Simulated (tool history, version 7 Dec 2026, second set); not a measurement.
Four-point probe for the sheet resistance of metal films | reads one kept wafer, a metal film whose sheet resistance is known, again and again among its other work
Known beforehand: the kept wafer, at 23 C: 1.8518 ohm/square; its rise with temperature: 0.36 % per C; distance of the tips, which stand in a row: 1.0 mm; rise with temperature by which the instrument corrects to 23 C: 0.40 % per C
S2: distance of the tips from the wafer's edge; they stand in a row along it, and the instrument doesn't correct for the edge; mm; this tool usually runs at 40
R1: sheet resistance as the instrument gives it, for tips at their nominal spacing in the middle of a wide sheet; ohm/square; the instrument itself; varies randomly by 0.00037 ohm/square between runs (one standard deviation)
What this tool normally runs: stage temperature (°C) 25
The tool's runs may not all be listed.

run 1 hour=0 | stage_temperature_(°C)=25 S2=40 | R1=1.854763
run 2 hour=25.1 | stage_temperature_(°C)=25 S2=40 | R1=1.854067
run 3 hour=44.6 | stage_temperature_(°C)=25 S2=12 | R1=1.860913
run 4 hour=65.3 | stage_temperature_(°C)=25 S2=12 | R1=1.860845
run 5 hour=88.3 | stage_temperature_(°C)=25 S2=40 | R1=1.854468
run 6 hour=116.6 | stage_temperature_(°C)=25 S2=40 | R1=1.854761
run 7 hour=138.7 | stage_temperature_(°C)=19 S2=40 | R1=1.859138
run 8 hour=156.5 | stage_temperature_(°C)=19 S2=30 | R1=1.859916
run 9 hour=172.1 | stage_temperature_(°C)=19 S2=30 | R1=1.860407
run 10 hour=204.7 | stage_temperature_(°C)=19 S2=30 | R1=1.859903
run 11 hour=223.4 | stage_temperature_(°C)=29 S2=40 | R1=1.85264
run 12 hour=244.6 | stage_temperature_(°C)=28 S2=40 | R1=1.853022
run 13 hour=260.7 | stage_temperature_(°C)=25 S2=40 | R1=1.855747
run 14 hour=292.4 | stage_temperature_(°C)=19 S2=40 | R1=1.859808
run 15 hour=314.1 | stage_temperature_(°C)=25 S2=40 | R1=1.855435
run 16 hour=336.1 | stage_temperature_(°C)=34 S2=40 | R1=1.848753
run 17 hour=357.2 | stage_temperature_(°C)=21 S2=40 | R1=1.858639
run 18 hour=389.7 | stage_temperature_(°C)=21 S2=40 | R1=1.85891
run 19 hour=404 | stage_temperature_(°C)=21 S2=40 | R1=1.858937
run 20 hour=426.7 | stage_temperature_(°C)=21 S2=40 | R1=1.858263
run 21 hour=456 | stage_temperature_(°C)=21 S2=40 | R1=1.859216
run 22 hour=475.8 | stage_temperature_(°C)=21 S2=40 | R1=1.859431
run 23 hour=507.7 | stage_temperature_(°C)=32 S2=19 | R1=1.853595
run 24 hour=536.4 | stage_temperature_(°C)=32 S2=19 | R1=1.853027
run 25 hour=564.3 | stage_temperature_(°C)=20 S2=40 | R1=1.860196
run 26 hour=594.9 | stage_temperature_(°C)=20 S2=40 | R1=1.860323
run 27 hour=619.5 | stage_temperature_(°C)=20 S2=40 | R1=1.860128
run 28 hour=650.2 | stage_temperature_(°C)=26 S2=40 | R1=1.856262
run 29 hour=681 | stage_temperature_(°C)=19 S2=40 | R1=1.861582
run 30 hour=699.2 | stage_temperature_(°C)=25 S2=57 | R1=1.856511
run 31 hour=727 | stage_temperature_(°C)=25 S2=57 | R1=1.856991
run 32 hour=756.6 | stage_temperature_(°C)=18 S2=15 | R1=1.866209
run 33 hour=784.5 | stage_temperature_(°C)=29 S2=13 | R1=1.85888
run 34 hour=817 | stage_temperature_(°C)=19 S2=31 | R1=1.862238
run 35 hour=839.1 | stage_temperature_(°C)=27 S2=31 | R1=1.856284
run 36 hour=870.1 | stage_temperature_(°C)=29 S2=5 | R1=1.89284
run 37 hour=898.5 | stage_temperature_(°C)=29 S2=26 | R1=1.855427
run 38 hour=920.3 | stage_temperature_(°C)=29 S2=26 | R1=1.855103
run 39 hour=953.6 | stage_temperature_(°C)=19 S2=4 | R1=1.922902
run 40 hour=967.2 | stage_temperature_(°C)=33 S2=19 | R1=1.854091
run 41 hour=987.4 | stage_temperature_(°C)=20 S2=20 | R1=1.863937
run 42 hour=1001.7 | stage_temperature_(°C)=25 S2=6 | R1=1.884956
run 43 hour=1018.5 | stage_temperature_(°C)=22 S2=5 | R1=1.8987
run 44 hour=1046.1 | stage_temperature_(°C)=26 S2=12 | R1=1.864372

Branching from run 44: 5 alternative next runs. What would each branch give?
run A hour=1079.1 | stage_temperature_(°C)=25 S2=39 | R1=?
run B hour=1079.1 | stage_temperature_(°C)=30 S2=35 | R1=?
run C hour=1079.1 | stage_temperature_(°C)=21 S2=40 | R1=?
run D hour=1079.1 | stage_temperature_(°C)=22 S2=12 | R1=?
run E hour=1079.1 | stage_temperature_(°C)=27 S2=10 | R1=?

run=A R1=1.858477
run=B R1=1.85424
run=C R1=1.861138
run=D R1=1.866793
run=E R1=1.86594
What these runs would have given with no unlogged condition in the tool:
run=A R1=1.851151
run=B R1=1.846907
run=C R1=1.853822
run=D R1=1.859452
run=E R1=1.858578
